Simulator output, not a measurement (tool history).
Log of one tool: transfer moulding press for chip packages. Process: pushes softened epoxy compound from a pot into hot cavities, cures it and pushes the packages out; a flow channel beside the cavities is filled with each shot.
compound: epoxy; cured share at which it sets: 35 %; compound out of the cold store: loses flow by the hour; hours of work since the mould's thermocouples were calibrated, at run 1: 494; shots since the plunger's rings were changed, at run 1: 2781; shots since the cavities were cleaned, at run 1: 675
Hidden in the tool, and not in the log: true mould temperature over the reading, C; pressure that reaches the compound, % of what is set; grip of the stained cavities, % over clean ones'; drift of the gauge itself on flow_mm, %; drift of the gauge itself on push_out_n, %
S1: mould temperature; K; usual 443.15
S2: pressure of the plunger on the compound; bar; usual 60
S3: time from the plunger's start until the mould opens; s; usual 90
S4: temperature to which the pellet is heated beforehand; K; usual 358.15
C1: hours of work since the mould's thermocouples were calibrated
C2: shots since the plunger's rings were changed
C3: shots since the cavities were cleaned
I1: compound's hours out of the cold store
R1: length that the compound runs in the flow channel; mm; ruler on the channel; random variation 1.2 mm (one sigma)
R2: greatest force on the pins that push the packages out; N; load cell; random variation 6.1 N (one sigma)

run	hour	S1	S2	S3	S4	C1	C2	C3	I1	R1	R2
1	0	443.15	60	90	358.15	494	2781	675	12.3	624	401
# hour 17: cavities cleaned with cleaning compound and waxed
# hour 28.2: plunger's sealing rings changed
2	30.3	443.15	60	90	358.15	510	25	128	9.8	650	296
3	50.9	443.15	60	90	358.15	522	267	370	33.5	594	336
4	63.8	443.15	60	90	358.15	529	418	521	24.4	614	360
5	88	443.15	60	90	358.15	544	702	805	35.6	587	387
# hour 92.9: cavities cleaned with cleaning compound and waxed
6	110	443.15	60	90	358.15	556	943	201	9	648	314
7	132.9	443.15	60	90	364.15	570	1213	471	34.2	585	350
8	146.8	443.15	60	90	364.15	578	1376	634	35.9	584	348
# hour 168.4: mould's thermocouples calibrated
# hour 169.9: cavities cleaned with cleaning compound and waxed
9	175.4	443.15	60	90	364.15	3	1671	65	8.5	647	269
10	200.5	443.15	60	90	364.15	18	1966	360	33.5	585	343
11	226.3	443.15	60	90	364.15	34	2269	663	19.7	613	398
# hour 244.1: cavities cleaned with cleaning compound and waxed
12	246.9	443.15	60	90	364.15	45	2494	33	10.6	631	274
13	263.2	443.15	60	90	364.15	55	2686	225	42.9	561	325
14	278.4	443.15	60	90	364.15	64	2864	403	9.5	633	375
# hour 296.2: plunger's sealing rings changed
15	305.5	442.15	63.6	90	358.15	78	109	692	18.6	652	427
16	317.4	443.15	60	107	365.15	86	250	833	18.7	628	316
# hour 321.2: cavities cleaned with cleaning compound and waxed
17	345.1	444.15	60	90	364.15	101	558	282	44.8	566	305
18	371.5	443.15	51.7	90	367.15	117	867	591	34	547	360
# hour 394.9: cavities cleaned with cleaning compound and waxed
19	398.5	443.15	60	90	353.15	132	1167	42	8.9	646	282
20	417.7	443.15	45.6	100	353.15	144	1393	268	17.6	544	293
21	443.8	443.15	60	80	364.15	159	1700	575	42.2	565	461
22	462.5	447.15	60	90	357.15	170	1920	795	31.4	579	338
# hour 469.9: cavities cleaned with cleaning compound and waxed
23	483.4	447.15	60	90	357.15	182	2147	159	33.9	575	252
24	503.1	447.15	66.7	90	352.15	193	2379	391	15.8	647	302
25	524.5	444.15	60	90	356.15	206	2630	642	46	553	349
# hour 544.4: cavities cleaned with cleaning compound and waxed
26	551	444.15	60	116	356.15	221	2925	78	24	597	197
# hour 563.7: plunger's sealing rings changed
27	580.1	443.15	72.9	76	358.15	237	193	391	23.5	682	527
28	602.3	443.15	72.9	76	358.15	250	453	651	17.2	698	596

4 ways to go on from here, each from the tool as it stands after run 28. What would each give?
# hour 621.2: cavities cleaned with cleaning compound and waxed
A	621.2	443.15	72.9	77	364.15	261	658	0	25	?	?
# hour 621.2: cavities cleaned with cleaning compound and waxed
B	621.2	443.15	67.9	76	358.15	261	658	0	45.3	?	?
# hour 621.2: cavities cleaned with cleaning compound and waxed
C	621.2	443.15	60	70	348.15	261	658	0	15.6	?	?
# hour 621.2: cavities cleaned with cleaning compound and waxed
D	621.2	447.15	60	90	358.15	261	658	0	29.5	?	?

run	R1	R2
A	675	333
B	603	336
C	635	483
D	594	200
Without the tool's hidden state the same runs would have given:
run	R1	R2
A	680	329
B	608	333
C	641	477
D	598	197
